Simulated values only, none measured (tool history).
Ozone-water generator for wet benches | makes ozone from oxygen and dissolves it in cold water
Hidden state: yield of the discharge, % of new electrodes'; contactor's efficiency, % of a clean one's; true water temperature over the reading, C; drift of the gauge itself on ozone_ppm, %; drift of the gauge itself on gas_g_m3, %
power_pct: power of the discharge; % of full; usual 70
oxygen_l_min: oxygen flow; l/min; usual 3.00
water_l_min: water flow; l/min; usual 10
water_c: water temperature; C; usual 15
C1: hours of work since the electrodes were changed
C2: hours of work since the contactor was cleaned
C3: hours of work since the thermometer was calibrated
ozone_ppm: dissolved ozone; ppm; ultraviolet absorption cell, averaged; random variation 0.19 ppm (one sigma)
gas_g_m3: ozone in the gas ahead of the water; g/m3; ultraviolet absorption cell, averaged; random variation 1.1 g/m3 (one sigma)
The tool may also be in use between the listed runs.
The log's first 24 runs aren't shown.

{"run": 25, "hour": 879.9, "power_pct": 50, "oxygen_l_min": 1.59, "water_l_min": 7, "water_c": 7, "C1": 2128, "C2": 6348, "C3": 143, "ozone_ppm": 25.3, "gas_g_m3": 186.1}
{"run": 26, "hour": 915.3, "power_pct": 74, "oxygen_l_min": 3.61, "water_l_min": 12, "water_c": 7, "C1": 2157, "C2": 6377, "C3": 173, "ozone_ppm": 26.5, "gas_g_m3": 186.9}
{"hour": 924.6, "done": "water thermometer calibrated, once more"}
{"run": 27, "hour": 948.3, "power_pct": 56, "oxygen_l_min": 3.61, "water_l_min": 15, "water_c": 22, "C1": 2184, "C2": 6404, "C3": 19, "ozone_ppm": 13.7, "gas_g_m3": 146.9}
{"run": 28, "hour": 993.8, "power_pct": 56, "oxygen_l_min": 3.61, "water_l_min": 15, "water_c": 22, "C1": 2222, "C2": 6441, "C3": 57, "ozone_ppm": 14.0, "gas_g_m3": 146.6}
{"run": 29, "hour": 1021.9, "power_pct": 56, "oxygen_l_min": 3.61, "water_l_min": 10, "water_c": 22, "C1": 2245, "C2": 6465, "C3": 80, "ozone_ppm": 19.1, "gas_g_m3": 145.4}
{"run": 30, "hour": 1051.9, "power_pct": 51, "oxygen_l_min": 2.6, "water_l_min": 10, "water_c": 15, "C1": 2269, "C2": 6489, "C3": 105, "ozone_ppm": 19.0, "gas_g_m3": 152.6}
{"run": 31, "hour": 1076.9, "power_pct": 55, "oxygen_l_min": 3.0, "water_l_min": 10, "water_c": 15, "C1": 2290, "C2": 6510, "C3": 125, "ozone_ppm": 20.7, "gas_g_m3": 157.1}
{"run": 32, "hour": 1121.6, "power_pct": 55, "oxygen_l_min": 3.0, "water_l_min": 10, "water_c": 15, "C1": 2327, "C2": 6547, "C3": 162, "ozone_ppm": 20.9, "gas_g_m3": 155.4}

4 ways to go on from here, each from the tool as it stands after run 32. What would each give?
{"run": "A", "hour": 1159.6, "power_pct": 98, "oxygen_l_min": 3.0, "water_l_min": 10, "water_c": 15, "C1": 2358, "C2": 6578, "C3": 193, "ozone_ppm": "?", "gas_g_m3": "?"}
{"run": "B", "hour": 1159.6, "power_pct": 69, "oxygen_l_min": 1.82, "water_l_min": 8, "water_c": 15, "C1": 2358, "C2": 6578, "C3": 193, "ozone_ppm": "?", "gas_g_m3": "?"}
{"run": "C", "hour": 1159.6, "power_pct": 70, "oxygen_l_min": 3.48, "water_l_min": 15, "water_c": 15, "C1": 2358, "C2": 6578, "C3": 193, "ozone_ppm": "?", "gas_g_m3": "?"}
{"run": "D", "hour": 1159.6, "power_pct": 81, "oxygen_l_min": 3.0, "water_l_min": 10, "water_c": 15, "C1": 2358, "C2": 6578, "C3": 193, "ozone_ppm": "?", "gas_g_m3": "?"}

run=A ozone_ppm=34.1 gas_g_m3=253.8
run=B ozone_ppm=27.7 gas_g_m3=230.8
run=C ozone_ppm=18.3 gas_g_m3=182.1
run=D ozone_ppm=28.9 gas_g_m3=215.3
Without the tool's hidden state the same runs would have given:
run=A ozone_ppm=37.3 gas_g_m3=271.1
run=B ozone_ppm=29.8 gas_g_m3=242.6
run=C ozone_ppm=20.0 gas_g_m3=191.5
run=D ozone_ppm=31.4 gas_g_m3=228.0
